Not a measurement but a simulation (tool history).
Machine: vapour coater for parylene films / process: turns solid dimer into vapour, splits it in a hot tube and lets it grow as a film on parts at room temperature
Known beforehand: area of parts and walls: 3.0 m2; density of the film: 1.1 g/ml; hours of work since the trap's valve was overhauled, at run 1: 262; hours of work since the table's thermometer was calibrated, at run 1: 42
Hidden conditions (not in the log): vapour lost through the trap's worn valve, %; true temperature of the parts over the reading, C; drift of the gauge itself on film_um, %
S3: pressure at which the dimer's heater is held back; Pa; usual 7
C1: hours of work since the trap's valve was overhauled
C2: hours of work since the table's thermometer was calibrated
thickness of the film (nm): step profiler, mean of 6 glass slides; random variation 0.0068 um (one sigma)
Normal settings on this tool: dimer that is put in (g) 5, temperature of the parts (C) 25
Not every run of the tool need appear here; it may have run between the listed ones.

{"run": 1, "hour": 0.0, "dimer that is put in (g)": 5, "temperature of the parts (C)": 25, "S3": 7, "C1": 262, "C2": 42, "thickness of the film (nm)": 1027}
{"run": 2, "hour": 10.9, "dimer that is put in (g)": 3, "temperature of the parts (C)": 25, "S3": 7, "C1": 266, "C2": 46, "thickness of the film (nm)": 618}
{"run": 3, "hour": 25.0, "dimer that is put in (g)": 5, "temperature of the parts (C)": 25, "S3": 8.14, "C1": 272, "C2": 52, "thickness of the film (nm)": 992}
{"run": 4, "hour": 35.9, "dimer that is put in (g)": 5, "temperature of the parts (C)": 25, "S3": 7, "C1": 277, "C2": 57, "thickness of the film (nm)": 1029}
{"run": 5, "hour": 44.5, "dimer that is put in (g)": 5, "temperature of the parts (C)": 25, "S3": 7, "C1": 280, "C2": 60, "thickness of the film (nm)": 1034}
{"run": 6, "hour": 53.6, "dimer that is put in (g)": 5, "temperature of the parts (C)": 35, "S3": 7, "C1": 284, "C2": 64, "thickness of the film (nm)": 664}
{"run": 7, "hour": 66.9, "dimer that is put in (g)": 5, "temperature of the parts (C)": 25, "S3": 7, "C1": 290, "C2": 70, "thickness of the film (nm)": 1029}
{"run": 8, "hour": 73.0, "dimer that is put in (g)": 5, "temperature of the parts (C)": 20, "S3": 7, "C1": 292, "C2": 72, "thickness of the film (nm)": 1299}
{"run": 9, "hour": 83.6, "dimer that is put in (g)": 5, "temperature of the parts (C)": 20, "S3": 7, "C1": 297, "C2": 77, "thickness of the film (nm)": 1305}
{"run": 10, "hour": 90.7, "dimer that is put in (g)": 4, "temperature of the parts (C)": 37, "S3": 7, "C1": 300, "C2": 80, "thickness of the film (nm)": 475}
{"run": 11, "hour": 98.0, "dimer that is put in (g)": 6, "temperature of the parts (C)": 21, "S3": 7.09, "C1": 303, "C2": 83, "thickness of the film (nm)": 1476}
{"run": 12, "hour": 104.4, "dimer that is put in (g)": 6, "temperature of the parts (C)": 25, "S3": 8.24, "C1": 305, "C2": 85, "thickness of the film (nm)": 1202}
{"run": 13, "hour": 118.1, "dimer that is put in (g)": 6, "temperature of the parts (C)": 28, "S3": 8.24, "C1": 311, "C2": 91, "thickness of the film (nm)": 1050}
{"run": 14, "hour": 132.9, "dimer that is put in (g)": 3, "temperature of the parts (C)": 29, "S3": 6.79, "C1": 317, "C2": 97, "thickness of the film (nm)": 526}
{"run": 15, "hour": 142.7, "dimer that is put in (g)": 3, "temperature of the parts (C)": 29, "S3": 6.79, "C1": 322, "C2": 101, "thickness of the film (nm)": 517}
{"run": 16, "hour": 151.6, "dimer that is put in (g)": 3, "temperature of the parts (C)": 29, "S3": 6.79, "C1": 325, "C2": 105, "thickness of the film (nm)": 519}
{"run": 17, "hour": 162.4, "dimer that is put in (g)": 2, "temperature of the parts (C)": 17, "S3": 2.12, "C1": 330, "C2": 110, "thickness of the film (nm)": 590}

5 ways to go on from here, each from the tool as it stands after run 17. What would each give?
{"run": "A", "hour": 173.3, "dimer that is put in (g)": 3, "temperature of the parts (C)": 27, "S3": 7.56, "C1": 334, "C2": 114, "thickness of the film (nm)": "?"}
{"run": "B", "hour": 173.3, "dimer that is put in (g)": 2, "temperature of the parts (C)": 26, "S3": 7, "C1": 334, "C2": 114, "thickness of the film (nm)": "?"}
{"run": "C", "hour": 173.3, "dimer that is put in (g)": 2, "temperature of the parts (C)": 25, "S3": 2.89, "C1": 334, "C2": 114, "thickness of the film (nm)": "?"}
{"run": "D", "hour": 173.3, "dimer that is put in (g)": 3, "temperature of the parts (C)": 31, "S3": 3.25, "C1": 334, "C2": 114, "thickness of the film (nm)": "?"}
{"run": "E", "hour": 173.3, "dimer that is put in (g)": 2, "temperature of the parts (C)": 17, "S3": 6.15, "C1": 334, "C2": 114, "thickness of the film (nm)": "?"}

run=A thickness_of_the_film_(nm)=559
run=B thickness_of_the_film_(nm)=392
run=C thickness_of_the_film_(nm)=492
run=D thickness_of_the_film_(nm)=551
run=E thickness_of_the_film_(nm)=587
Take away the tool's hidden state, keep each run's random variation, and the runs would have read:
run=A thickness_of_the_film_(nm)=560
run=B thickness_of_the_film_(nm)=393
run=C thickness_of_the_film_(nm)=493
run=D thickness_of_the_film_(nm)=552
run=E thickness_of_the_film_(nm)=588

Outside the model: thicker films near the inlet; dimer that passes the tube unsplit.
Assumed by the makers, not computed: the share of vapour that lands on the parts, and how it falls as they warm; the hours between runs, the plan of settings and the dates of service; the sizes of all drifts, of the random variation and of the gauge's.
